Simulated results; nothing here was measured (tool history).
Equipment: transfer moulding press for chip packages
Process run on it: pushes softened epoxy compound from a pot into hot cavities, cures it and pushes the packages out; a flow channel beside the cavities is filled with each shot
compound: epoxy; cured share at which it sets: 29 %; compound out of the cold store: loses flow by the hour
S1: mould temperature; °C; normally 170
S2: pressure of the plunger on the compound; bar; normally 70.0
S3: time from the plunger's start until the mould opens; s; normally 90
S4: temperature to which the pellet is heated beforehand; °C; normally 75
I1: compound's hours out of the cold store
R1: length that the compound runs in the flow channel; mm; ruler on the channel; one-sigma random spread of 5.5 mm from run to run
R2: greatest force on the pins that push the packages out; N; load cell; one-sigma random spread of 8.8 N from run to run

run    hour   S1    S2   S3  S4    I1   R1   R2
  1     0.0  170  70.0   90  75   9.8  584  410
  2    49.3  165  70.0   90  75  16.7  565  551
  3   110.3  165  70.0   90  75  38.5  525  516
  4   167.8  170  70.0   90  71  37.4  509  386
  5   197.0  170  70.0  111  75  17.8  569  304
  6   243.6  170  53.4   90  75  44.3  446  357
  7   288.4  170  53.4   90  75  12.9  505  389
  8   338.0  170  53.4   90  80  32.4  461  381
  9   373.2  170  53.4   90  80  43.5  439  373
 10   408.6  170  53.4   90  80  25.4  486  388
 11   434.1  170  53.4   90  82  37.2  454  376
 12   474.2  169  70.0   90  75  20.0  558  404
 13   511.9  169  70.0   90  75  14.6  575  431
 14   563.8  170  70.0   90  74  46.2  502  377
 15   621.6  170  70.0   90  74  30.7  532  378
 16   648.8  170  70.0   90  74  36.1  520  371
 17   688.6  170  70.0   90  74  17.4  571  397
 18   748.6  170  70.0   90  82  36.6  519  359
 19   791.3  165  69.9   78  71   8.3  589  802
 20   825.6  165  68.4  111  73  40.4  513  347
 21   873.0  165  68.4  111  73  32.5  539  350
 22   912.6  165  68.4  111  73  23.5  551  357
 23   975.2  170  67.0   90  73  32.3  521  383
 24  1009.3  170  67.0   90  79  29.2  526  388
 25  1067.2  174  63.4   73  75   8.8  553  489
 26  1121.8  166  84.6  102  76  20.3  625  390
 27  1147.3  166  84.6   77  76  17.5  629  744
 28  1175.2  169  58.7   88  75  31.6  484  394
 29  1235.6  170  70.0   99  75  38.9  518  318

Withheld: 12 entries from between the runs. Position of each, and hidden state at the listed run before versus the listed run after:
Between runs 2 and 3: plunger's sealing rings changed (hour 56.4); cavities cleaned with cleaning compound and waxed (hour 105.1)
  pressure that reaches the compound, % of what is set: 99.81 -> 99.98; grip of the stained cavities, % over clean ones': 0.7 -> 0.1
Between runs 5 and 6: cavities cleaned with cleaning compound and waxed (hour 242.8)
  pressure that reaches the compound, % of what is set: 99.96 -> 99.95; grip of the stained cavities, % over clean ones': 0.7 -> 0
Between runs 9 and 10: cavities cleaned with cleaning compound and waxed (hour 380.3)
  grip of the stained cavities, % over clean ones': 0.9 -> 0.3
Between runs 13 and 14: cavities cleaned with cleaning compound and waxed (hour 516.3)
  pressure that reaches the compound, % of what is set: 99.89 -> 99.88; grip of the stained cavities, % over clean ones': 0.8 -> 0.5
Between runs 16 and 17: cavities cleaned with cleaning compound and waxed (hour 653.7)
  pressure that reaches the compound, % of what is set: 99.86 -> 99.85; grip of the stained cavities, % over clean ones': 0.8 -> 0.4
Between runs 17 and 18: mould's thermocouples calibrated (hour 728.2)
  true mould temperature over the reading, C: -0.01 -> 0; pressure that reaches the compound, % of what is set: 99.85 -> 99.84; grip of the stained cavities, % over clean ones': 0.4 -> 0.7
Between runs 18 and 19: cavities cleaned with cleaning compound and waxed (hour 791.3)
  pressure that reaches the compound, % of what is set: 99.84 -> 99.83; grip of the stained cavities, % over clean ones': 0.7 -> 0
Between runs 20 and 21: plunger's sealing rings changed (hour 873.0)
  pressure that reaches the compound, % of what is set: 99.82 -> 99.99; grip of the stained cavities, % over clean ones': 0.4 -> 0.7
Between runs 22 and 23: cavities cleaned with cleaning compound and waxed (hour 930.4)
  pressure that reaches the compound, % of what is set: 99.98 -> 99.97; grip of the stained cavities, % over clean ones': 0.8 -> 0.5
Between runs 24 and 25: cavities cleaned with cleaning compound and waxed (hour 1067.2)
  pressure that reaches the compound, % of what is set: 99.96 -> 99.95; grip of the stained cavities, % over clean ones': 0.7 -> 0
Between runs 28 and 29: cavities cleaned with cleaning compound and waxed (hour 1202.0)
  pressure that reaches the compound, % of what is set: 99.92 -> 99.91; grip of the stained cavities, % over clean ones': 0.8 -> 0.4
